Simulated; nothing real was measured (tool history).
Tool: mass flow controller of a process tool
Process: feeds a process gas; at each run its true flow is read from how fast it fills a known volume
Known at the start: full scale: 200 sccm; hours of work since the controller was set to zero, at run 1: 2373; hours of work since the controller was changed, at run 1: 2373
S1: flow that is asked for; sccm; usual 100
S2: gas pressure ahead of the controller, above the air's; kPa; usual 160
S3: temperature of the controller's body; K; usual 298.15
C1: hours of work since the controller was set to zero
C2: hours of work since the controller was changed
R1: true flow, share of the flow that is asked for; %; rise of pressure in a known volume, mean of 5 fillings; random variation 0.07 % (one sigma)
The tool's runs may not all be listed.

| run | day | S1 | S2 | S3 | C1 | C2 | R1 |
|---|---|---|---|---|---|---|---|
| 1 | 0.000 | 100 | 160 | 298.15 | 2373 | 2373 | 99.04 |
| 2 | 6.504 | 100 | 160 | 298.15 | 2425 | 2425 | 99.13 |
| 3 | 15.508 | 100 | 160 | 298.15 | 2497 | 2497 | 99.10 |
| 4 | 23.512 | 100 | 160 | 298.15 | 2561 | 2561 | 98.96 |
| 5 | 27.550 | 61 | 160 | 298.15 | 2594 | 2594 | 98.89 |
| 6 | 32.242 | 61 | 161 | 298.15 | 2631 | 2631 | 98.79 |
| 7 | 42.279 | 100 | 160 | 298.15 | 2711 | 2711 | 99.25 |
| 8 | 51.408 | 112 | 160 | 298.15 | 2784 | 2784 | 99.53 |
| 9 | 58.821 | 112 | 160 | 298.15 | 2844 | 2844 | 99.36 |
| 10 | 68.842 | 112 | 160 | 296.15 | 2924 | 2924 | 99.40 |
| 11 | 78.783 | 112 | 160 | 296.15 | 3003 | 3003 | 99.55 |
| 12 | 83.650 | 159 | 194 | 310.15 | 3042 | 3042 | 100.44 |
| 13 | 90.217 | 159 | 194 | 310.15 | 3095 | 3095 | 100.35 |
| 14 | 94.362 | 125 | 143 | 303.15 | 3128 | 3128 | 99.70 |
| 15 | 100.900 | 100 | 160 | 306.15 | 3180 | 3180 | 99.82 |
| 16 | 109.879 | 92 | 160 | 294.15 | 3252 | 3252 | 99.54 |
| 17 | 117.721 | 100 | 160 | 301.15 | 3315 | 3315 | 99.71 |
| 18 | 123.258 | 54 | 270 | 299.15 | 3359 | 3359 | 100.04 |
| 19 | 132.188 | 54 | 270 | 299.15 | 3430 | 3430 | 100.09 |

5 ways to go on from here, each from the tool as it stands after run 19. What would each give?
| A | 136.600 | 176 | 270 | 298.15 | 3466 | 3466 | ? |
| B | 136.600 | 106 | 175 | 298.15 | 3466 | 3466 | ? |
| C | 136.600 | 125 | 160 | 295.15 | 3466 | 3466 | ? |
| D | 136.600 | 89 | 270 | 296.15 | 3466 | 3466 | ? |
| E | 136.600 | 193 | 156 | 310.15 | 3466 | 3466 | ? |

| run | R1 |
|---|---|
| A | 101.13 |
| B | 100.04 |
| C | 99.85 |
| D | 100.28 |
| E | 100.64 |
Without the tool's hidden state the same runs would have given:
| run | R1 |
|---|---|
| A | 100.36 |
| B | 99.28 |
| C | 99.09 |
| D | 99.52 |
| E | 99.88 |
